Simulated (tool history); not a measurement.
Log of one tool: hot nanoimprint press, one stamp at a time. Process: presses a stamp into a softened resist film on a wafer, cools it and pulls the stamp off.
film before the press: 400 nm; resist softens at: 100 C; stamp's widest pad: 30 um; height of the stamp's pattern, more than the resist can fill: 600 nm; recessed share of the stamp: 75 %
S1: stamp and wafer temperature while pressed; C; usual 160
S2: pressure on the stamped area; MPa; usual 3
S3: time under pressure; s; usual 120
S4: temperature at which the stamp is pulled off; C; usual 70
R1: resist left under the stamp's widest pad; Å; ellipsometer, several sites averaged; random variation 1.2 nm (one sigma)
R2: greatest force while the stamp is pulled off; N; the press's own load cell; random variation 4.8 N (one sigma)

{"run": 1, "hour": 0.0, "S1": 160, "S2": 3, "S3": 120, "S4": 70, "R1": 1841, "R2": 237}
{"run": 2, "hour": 81.7, "S1": 160, "S2": 3, "S3": 141, "S4": 70, "R1": 1789, "R2": 262}
{"run": 3, "hour": 140.0, "S1": 160, "S2": 1.95, "S3": 120, "S4": 70, "R1": 2305, "R2": 280}
{"run": 4, "hour": 187.4, "S1": 160, "S2": 2.15, "S3": 120, "S4": 70, "R1": 2225, "R2": 291}
{"run": 5, "hour": 223.3, "S1": 160, "S2": 3, "S3": 209, "S4": 70, "R1": 1599, "R2": 297}
{"run": 6, "hour": 289.4, "S1": 160, "S2": 3, "S3": 209, "S4": 70, "R1": 1590, "R2": 334}
{"run": 7, "hour": 361.4, "S1": 160, "S2": 2.52, "S3": 120, "S4": 70, "R1": 2138, "R2": 340}
{"run": 8, "hour": 412.8, "S1": 160, "S2": 2.52, "S3": 120, "S4": 70, "R1": 2138, "R2": 355}
{"run": 9, "hour": 451.3, "S1": 160, "S2": 3, "S3": 145, "S4": 70, "R1": 1849, "R2": 380}
{"run": 10, "hour": 487.5, "S1": 167, "S2": 3, "S3": 120, "S4": 70, "R1": 1322, "R2": 380}
{"hour": 494.6, "done": "plate thermocouple calibrated"}
{"run": 11, "hour": 528.9, "S1": 167, "S2": 2.09, "S3": 120, "S4": 70, "R1": 1638, "R2": 413}
{"run": 12, "hour": 600.8, "S1": 167, "S2": 4.76, "S3": 120, "S4": 70, "R1": 1059, "R2": 423}
{"run": 13, "hour": 653.8, "S1": 167, "S2": 4.76, "S3": 120, "S4": 77, "R1": 1081, "R2": 428}
{"hour": 696.7, "done": "stamp cleaned and given a new release coat"}
{"run": 14, "hour": 698.9, "S1": 167, "S2": 4.76, "S3": 120, "S4": 77, "R1": 1083, "R2": 225}
{"run": 15, "hour": 760.7, "S1": 160, "S2": 3, "S3": 120, "S4": 63, "R1": 2073, "R2": 277}
{"run": 16, "hour": 820.4, "S1": 160, "S2": 3, "S3": 88, "S4": 73, "R1": 2290, "R2": 269}
{"hour": 867.3, "done": "plate thermocouple calibrated, once more"}
{"run": 17, "hour": 875.3, "S1": 160, "S2": 3, "S3": 121, "S4": 77, "R1": 1909, "R2": 259}
{"run": 18, "hour": 961.7, "S1": 152, "S2": 3, "S3": 120, "S4": 70, "R1": 2945, "R2": 302}
{"run": 19, "hour": 1017.0, "S1": 152, "S2": 1.83, "S3": 65, "S4": 77, "R1": 3556, "R2": 319}
{"run": 20, "hour": 1070.0, "S1": 160, "S2": 3, "S3": 67, "S4": 70, "R1": 2333, "R2": 346}
{"run": 21, "hour": 1133.1, "S1": 160, "S2": 3, "S3": 67, "S4": 70, "R1": 2393, "R2": 362}
{"run": 22, "hour": 1200.8, "S1": 160, "S2": 3, "S3": 62, "S4": 70, "R1": 2458, "R2": 396}
{"run": 23, "hour": 1261.4, "S1": 152, "S2": 3, "S3": 62, "S4": 70, "R1": 3365, "R2": 411}
{"run": 24, "hour": 1309.1, "S1": 152, "S2": 3, "S3": 62, "S4": 70, "R1": 3360, "R2": 425}
{"run": 25, "hour": 1355.6, "S1": 152, "S2": 2.37, "S3": 62, "S4": 70, "R1": 3510, "R2": 456}
{"hour": 1393.0, "done": "stamp cleaned and given a new release coat"}
{"run": 26, "hour": 1430.3, "S1": 152, "S2": 2.37, "S3": 62, "S4": 70, "R1": 3561, "R2": 248}
{"hour": 1474.5, "done": "press's hydraulic seals changed and the load cell set to zero"}
{"run": 27, "hour": 1524.4, "S1": 158, "S2": 4.79, "S3": 189, "S4": 61, "R1": 1518, "R2": 274}
{"hour": 1566.1, "done": "plate thermocouple calibrated"}
{"run": 28, "hour": 1604.8, "S1": 154, "S2": 4.79, "S3": 189, "S4": 73, "R1": 1840, "R2": 291}
{"run": 29, "hour": 1656.7, "S1": 154, "S2": 4.79, "S3": 212, "S4": 74, "R1": 1792, "R2": 292}

Forecast each of these 5 alternatives for the next run:
{"run": "A", "hour": 1722.3, "S1": 160, "S2": 3.57, "S3": 120, "S4": 70, "R1": "?", "R2": "?"}
{"run": "B", "hour": 1722.3, "S1": 171, "S2": 3, "S3": 120, "S4": 64, "R1": "?", "R2": "?"}
{"run": "C", "hour": 1722.3, "S1": 160, "S2": 3, "S3": 110, "S4": 70, "R1": "?", "R2": "?"}
{"run": "D", "hour": 1722.3, "S1": 160, "S2": 4, "S3": 128, "S4": 70, "R1": "?", "R2": "?"}
{"run": "E", "hour": 1722.3, "S1": 163, "S2": 2.49, "S3": 212, "S4": 74, "R1": "?", "R2": "?"}

run=A R1=1780 R2=332
run=B R1=1019 R2=350
run=C R1=1984 R2=321
run=D R1=1617 R2=332
run=E R1=1446 R2=333
Without the tool's hidden state the same runs would have given:
run=A R1=1710 R2=236
run=B R1=982 R2=248
run=C R1=1912 R2=228
run=D R1=1551 R2=236
run=E R1=1392 R2=236
